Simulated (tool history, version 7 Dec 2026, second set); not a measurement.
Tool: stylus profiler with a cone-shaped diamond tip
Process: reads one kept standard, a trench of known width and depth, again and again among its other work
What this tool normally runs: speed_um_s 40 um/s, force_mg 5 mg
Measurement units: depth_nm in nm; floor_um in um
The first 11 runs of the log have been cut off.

run 12 hour=225.5 | speed_um_s=40 force_mg=5.53 | depth_nm=1007.87 floor_um=15.66
run 13 hour=251.5 | speed_um_s=40 force_mg=5 | depth_nm=1007.44 floor_um=15.6
run 14 hour=271 | speed_um_s=40 force_mg=5 | depth_nm=1007.01 floor_um=15.69
-- hour=272.8 height scale calibrated on a step standard
run 15 hour=284.9 | speed_um_s=40 force_mg=5 | depth_nm=1006.84 floor_um=15.63
run 16 hour=298.2 | speed_um_s=40 force_mg=5.03 | depth_nm=1006.9 floor_um=15.63
run 17 hour=330.4 | speed_um_s=40 force_mg=5 | depth_nm=1007.03 floor_um=15.65
run 18 hour=354.6 | speed_um_s=40 force_mg=5 | depth_nm=1006.41 floor_um=15.65
run 19 hour=370.7 | speed_um_s=84 force_mg=11.57 | depth_nm=1012.86 floor_um=15.66
run 20 hour=395.5 | speed_um_s=74 force_mg=2.36 | depth_nm=1003.47 floor_um=15.5
-- hour=400.1 height scale calibrated on a step standard, once more
run 21 hour=422.3 | speed_um_s=74 force_mg=2.24 | depth_nm=1005.02 floor_um=15.51
run 22 hour=439.2 | speed_um_s=48 force_mg=13.31 | depth_nm=1015.92 floor_um=15.66
run 23 hour=465.2 | speed_um_s=13 force_mg=13.31 | depth_nm=1015.63 floor_um=15.69
run 24 hour=486.2 | speed_um_s=30 force_mg=3.62 | depth_nm=1006.49 floor_um=15.68
run 25 hour=509.1 | speed_um_s=79 force_mg=4.54 | depth_nm=1007.57 floor_um=15.52
run 26 hour=526.7 | speed_um_s=156 force_mg=2.51 | depth_nm=1004.94 floor_um=15.22
run 27 hour=545 | speed_um_s=22 force_mg=5.19 | depth_nm=1008.37 floor_um=15.64
run 28 hour=572.4 | speed_um_s=22 force_mg=5.19 | depth_nm=1008.18 floor_um=15.65
run 29 hour=591.4 | speed_um_s=22 force_mg=5.19 | depth_nm=1008.26 floor_um=15.62
run 30 hour=620 | speed_um_s=22 force_mg=5.19 | depth_nm=1007.93 floor_um=15.62
run 31 hour=651.4 | speed_um_s=11 force_mg=2.46 | depth_nm=1004.71 floor_um=15.65
run 32 hour=665.2 | speed_um_s=44 force_mg=9.32 | depth_nm=1012.42 floor_um=15.6
run 33 hour=692.1 | speed_um_s=15 force_mg=11.63 | depth_nm=1014.21 floor_um=15.65
run 34 hour=714.8 | speed_um_s=97 force_mg=3.73 | depth_nm=1006.21 floor_um=15.42
run 35 hour=731.9 | speed_um_s=97 force_mg=3.73 | depth_nm=1005.88 floor_um=15.44

Branching from run 35: 5 alternative next runs. What would each branch give?
run A hour=758.8 | speed_um_s=97 force_mg=5.95 | depth_nm=? floor_um=?
run B hour=758.8 | speed_um_s=107 force_mg=3.73 | depth_nm=? floor_um=?
run C hour=758.8 | speed_um_s=20 force_mg=14.07 | depth_nm=? floor_um=?
run D hour=758.8 | speed_um_s=67 force_mg=12.76 | depth_nm=? floor_um=?
run E hour=758.8 | speed_um_s=41 force_mg=5 | depth_nm=? floor_um=?

run=A depth_nm=1008.48 floor_um=15.47
run=B depth_nm=1005.82 floor_um=15.4
run=C depth_nm=1016.23 floor_um=15.67
run=D depth_nm=1015.09 floor_um=15.55
run=E depth_nm=1007.1 floor_um=15.54
Stripped of hidden state, with their random variation kept, the same runs would have yielded:
run=A depth_nm=1009.43 floor_um=15.83
run=B depth_nm=1006.77 floor_um=15.75
run=C depth_nm=1017.19 floor_um=16.02
run=D depth_nm=1016.04 floor_um=15.9
run=E depth_nm=1008.04 floor_um=15.9
